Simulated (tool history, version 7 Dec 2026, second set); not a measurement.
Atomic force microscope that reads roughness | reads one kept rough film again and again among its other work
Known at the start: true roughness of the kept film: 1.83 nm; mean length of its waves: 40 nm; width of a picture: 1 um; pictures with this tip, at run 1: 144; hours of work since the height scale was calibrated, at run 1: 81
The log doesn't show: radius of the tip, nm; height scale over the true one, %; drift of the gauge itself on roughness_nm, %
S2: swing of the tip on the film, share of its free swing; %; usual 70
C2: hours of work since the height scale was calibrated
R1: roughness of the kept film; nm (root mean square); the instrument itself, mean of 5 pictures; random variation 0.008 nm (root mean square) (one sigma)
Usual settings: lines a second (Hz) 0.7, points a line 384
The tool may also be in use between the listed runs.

Run 1, hour 0: usual settings; pictures with this tip 144; C2 81. Result: R1 1.686 nm (root mean square).
Run 2, hour 7.6: usual settings; pictures with this tip 154; C2 84. Result: R1 1.69 nm (root mean square).
Run 3, hour 13.7: usual settings; pictures with this tip 163; C2 87. Result: R1 1.682 nm (root mean square).
Run 4, hour 19.1: usual settings; pictures with this tip 170; C2 89. Result: R1 1.68 nm (root mean square).
Run 5, hour 28: usual settings; pictures with this tip 183; C2 93. Result: R1 1.66 nm (root mean square).
Run 6, hour 35.9: usual settings; pictures with this tip 194; C2 96. Result: R1 1.685 nm (root mean square).
Run 7, hour 40.8: usual settings; pictures with this tip 200; C2 98. Result: R1 1.679 nm (root mean square).
Run 8, hour 45.9: usual settings; pictures with this tip 207; C2 100. Result: R1 1.675 nm (root mean square).
Run 9, hour 55.1: usual settings but S2 64 %; pictures with this tip 220; C2 104. Result: R1 1.687 nm (root mean square).
Run 10, hour 59.7: usual settings but lines a second (Hz) 0.787; pictures with this tip 227; C2 106. Result: R1 1.655 nm (root mean square).
Run 11, hour 65.1: usual settings but lines a second (Hz) 0.787; pictures with this tip 234; C2 108. Result: R1 1.665 nm (root mean square).
Run 12, hour 74.3: usual settings but lines a second (Hz) 1.742; pictures with this tip 247; C2 112. Result: R1 1.608 nm (root mean square).
Run 13, hour 79.6: usual settings but lines a second (Hz) 1.742; pictures with this tip 254; C2 114. Result: R1 1.603 nm (root mean square).
Run 14, hour 88.8: usual settings but lines a second (Hz) 1.742; pictures with this tip 267; C2 118. Result: R1 1.6 nm (root mean square).
Run 15, hour 93.4: usual settings but lines a second (Hz) 1.742; pictures with this tip 273; C2 120. Result: R1 1.593 nm (root mean square).
Run 16, hour 100.2: usual settings but lines a second (Hz) 1.547, S2 69 %, points a line 698; pictures with this tip 283; C2 123. Result: R1 1.608 nm (root mean square).
At hour 101.8: height scale calibrated on a step standard.
Run 17, hour 105.2: usual settings but lines a second (Hz) 1.547, S2 69 %, points a line 698; pictures with this tip 288; C2 1. Result: R1 1.604 nm (root mean square).
Run 18, hour 112: usual settings but lines a second (Hz) 1.476, S2 57 %, points a line 661; pictures with this tip 298; C2 4. Result: R1 1.643 nm (root mean square).
At hour 114.1: new tip fitted.
Run 19, hour 120.8: usual settings but lines a second (Hz) 2.189, points a line 617; pictures with this tip 9; C2 8. Result: R1 1.66 nm (root mean square).
Run 20, hour 128.4: usual settings but lines a second (Hz) 2.191, S2 55 %, points a line 683; pictures with this tip 20; C2 11. Result: R1 1.736 nm (root mean square).
Run 21, hour 133.5: usual settings but lines a second (Hz) 0.812; pictures with this tip 27; C2 13. Result: R1 1.73 nm (root mean square).
Run 22, hour 141.4: usual settings but lines a second (Hz) 0.738, S2 66 %, points a line 609; pictures with this tip 38; C2 16. Result: R1 1.758 nm (root mean square).
Run 23, hour 146.9: usual settings but lines a second (Hz) 2.339; pictures with this tip 45; C2 19. Result: R1 1.642 nm (root mean square).
Run 24, hour 151.9: usual settings but S2 68 %, points a line 583; pictures with this tip 52; C2 21. Result: R1 1.729 nm (root mean square).

Measured less the same run without the tool's hidden state. The same run-to-run variation is in both; the gauge's scatter may not be:
run      R1
  1  -0.053
  2  -0.056
  3  -0.059
  4  -0.061
  5  -0.065
  6   -0.07
  7  -0.071
  8  -0.074
  9  -0.079
 10   -0.08
 11  -0.083
 12  -0.084
 13  -0.085
 14  -0.089
 15  -0.091
 16  -0.096
 17  -0.097
 18  -0.102
 19  -0.003
 20  -0.007
 21   -0.01
 22  -0.014
 23  -0.015
 24  -0.018
